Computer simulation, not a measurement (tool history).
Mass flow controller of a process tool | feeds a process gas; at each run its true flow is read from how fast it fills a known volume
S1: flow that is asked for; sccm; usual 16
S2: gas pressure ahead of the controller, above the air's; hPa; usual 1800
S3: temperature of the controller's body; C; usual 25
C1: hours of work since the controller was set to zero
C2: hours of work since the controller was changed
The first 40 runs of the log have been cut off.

{"run": 41, "hour": 10549.1, "S1": 2, "S2": 2080, "S3": 27, "C1": 3595, "C2": 3595, "true flow (%)": 102.01}
{"run": 42, "hour": 10721.5, "S1": 2, "S2": 2080, "S3": 27, "C1": 3670, "C2": 3670, "true flow (%)": 101.93}
{"run": 43, "hour": 10896.7, "S1": 2, "S2": 2080, "S3": 27, "C1": 3746, "C2": 3746, "true flow (%)": 101.94}
{"run": 44, "hour": 11163.2, "S1": 2, "S2": 2080, "S3": 27, "C1": 3862, "C2": 3862, "true flow (%)": 102.06}
{"run": 45, "hour": 11429.1, "S1": 3, "S2": 2720, "S3": 25, "C1": 3978, "C2": 3978, "true flow (%)": 100.17}
{"run": 46, "hour": 11636.1, "S1": 3, "S2": 2720, "S3": 25, "C1": 4068, "C2": 4068, "true flow (%)": 100.15}
{"run": 47, "hour": 11978.5, "S1": 3, "S2": 2720, "S3": 25, "C1": 4217, "C2": 4217, "true flow (%)": 100.12}
{"run": 48, "hour": 12260.2, "S1": 3, "S2": 2720, "S3": 28, "C1": 4339, "C2": 4339, "true flow (%)": 100.35}
{"run": 49, "hour": 12446.3, "S1": 3, "S2": 2720, "S3": 28, "C1": 4420, "C2": 4420, "true flow (%)": 100.45}

Forecast each of these 3 alternatives for the next run:
{"run": "A", "hour": 12711.3, "S1": 3, "S2": 1530, "S3": 40, "C1": 4536, "C2": 4536, "true flow (%)": "?"}
{"run": "B", "hour": 12711.3, "S1": 16, "S2": 1910, "S3": 25, "C1": 4536, "C2": 4536, "true flow (%)": "?"}
{"run": "C", "hour": 12711.3, "S1": 4, "S2": 1410, "S3": 28, "C1": 4536, "C2": 4536, "true flow (%)": "?"}

run=A true_flow_(%)=101.92
run=B true_flow_(%)=98.53
run=C true_flow_(%)=100.56
What these runs would have given with no unlogged condition in the tool:
run=A true_flow_(%)=100.63
run=B true_flow_(%)=99.79
run=C true_flow_(%)=100.05
